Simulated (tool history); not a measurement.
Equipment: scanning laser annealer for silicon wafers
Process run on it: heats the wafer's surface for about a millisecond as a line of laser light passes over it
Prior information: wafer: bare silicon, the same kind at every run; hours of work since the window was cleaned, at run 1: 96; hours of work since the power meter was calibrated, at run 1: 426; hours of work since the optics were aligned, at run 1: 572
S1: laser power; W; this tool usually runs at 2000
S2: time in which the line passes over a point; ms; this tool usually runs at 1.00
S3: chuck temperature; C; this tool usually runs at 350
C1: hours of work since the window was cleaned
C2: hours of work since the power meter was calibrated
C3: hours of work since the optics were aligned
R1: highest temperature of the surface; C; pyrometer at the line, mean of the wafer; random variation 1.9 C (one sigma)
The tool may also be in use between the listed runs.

run	hour	S1	S2	S3	C1	C2	C3	R1
1	0.0	2000	1.00	350	96	426	572	1164
2	19.9	2000	1.00	350	106	436	582	1162
3	33.9	2000	1.00	350	113	443	590	1158
4	46.9	2000	1.00	350	120	450	596	1160
5	56.1	2000	1.00	350	124	455	601	1165
6	66.4	2000	1.00	350	130	460	606	1162
7	80.4	2000	0.79	350	137	467	613	1072
8	94.6	2000	0.79	350	144	475	621	1075
9	103.6	2000	0.79	350	149	479	625	1072
10	122.2	2000	1.21	350	158	489	635	1239
11	134.5	2175	1.00	350	165	495	641	1228
12	148.9	2175	1.00	350	172	502	649	1227
13	159.1	2198	1.00	350	177	508	654	1235
14	180.1	2198	1.00	350	188	518	665	1234
15	196.2	2198	1.00	368	196	527	673	1250
16	214.9	2000	1.00	388	206	536	683	1195
17	233.6	1765	1.00	350	215	546	692	1068
18	251.4	2000	1.00	350	225	555	701	1160
19	269.2	2000	1.00	350	234	564	710	1154
# hour 275.2: optics aligned, line set to its width
20	287.7	1837	1.00	379	241	571	6	1121
21	308.8	1766	1.14	377	252	582	17	1141
22	328.3	2000	0.97	381	262	592	27	1177
23	340.0	1998	1.00	343	268	598	33	1148
# hour 354.6: optics aligned, line set to its width, once more
24	358.5	2000	0.72	350	274	605	2	1041
25	367.6	2000	0.72	347	279	610	7	1038
26	380.6	2000	0.72	347	286	616	13	1039
27	398.8	2000	1.20	386	295	626	23	1270
28	414.6	2000	1.20	386	303	634	31	1270
29	428.1	2000	1.20	386	310	641	38	1271
30	439.8	2125	0.77	378	316	647	44	1133
31	461.1	1773	1.04	336	327	658	55	1074
32	479.0	1773	1.04	336	336	667	64	1070
33	494.5	1756	1.00	350	344	675	72	1064
34	511.8	1977	0.74	350	353	684	81	1040
35	522.5	1977	0.74	350	359	689	86	1042
36	536.6	2015	1.00	372	366	696	94	1186
37	548.4	2029	1.07	348	372	702	100	1195

Pick out some run-to-run changes in R1. Of each, how much would a tool without hidden state show as well, from the settings, what came in and chance, and how much is left for the hidden state and any gauge scatter not in both results compared?
Hidden state present: light that passes the window, % of a clean one's; laser's true power over the reading, %; width of the line over the set one, %; drift of the gauge itself on peak_c, C.
Run 9 -> 10: S2 0.79 -> 1.21. R1 +167 C: hidden state -2, all else +169.
Run 23 -> 24: S1 1998 -> 2000, S2 1.00 -> 0.72, S3 343 -> 350, optics aligned, line set to its width, once more. R1 -107 C: hidden state +4, all else -111.
Run 26 -> 27: S2 0.72 -> 1.20, S3 347 -> 386. R1 +231 C: hidden state -2, all else +233.
Run 35 -> 36: S1 1977 -> 2015, S2 0.74 -> 1.00, S3 350 -> 372. R1 +144 C: hidden state -1, all else +145.

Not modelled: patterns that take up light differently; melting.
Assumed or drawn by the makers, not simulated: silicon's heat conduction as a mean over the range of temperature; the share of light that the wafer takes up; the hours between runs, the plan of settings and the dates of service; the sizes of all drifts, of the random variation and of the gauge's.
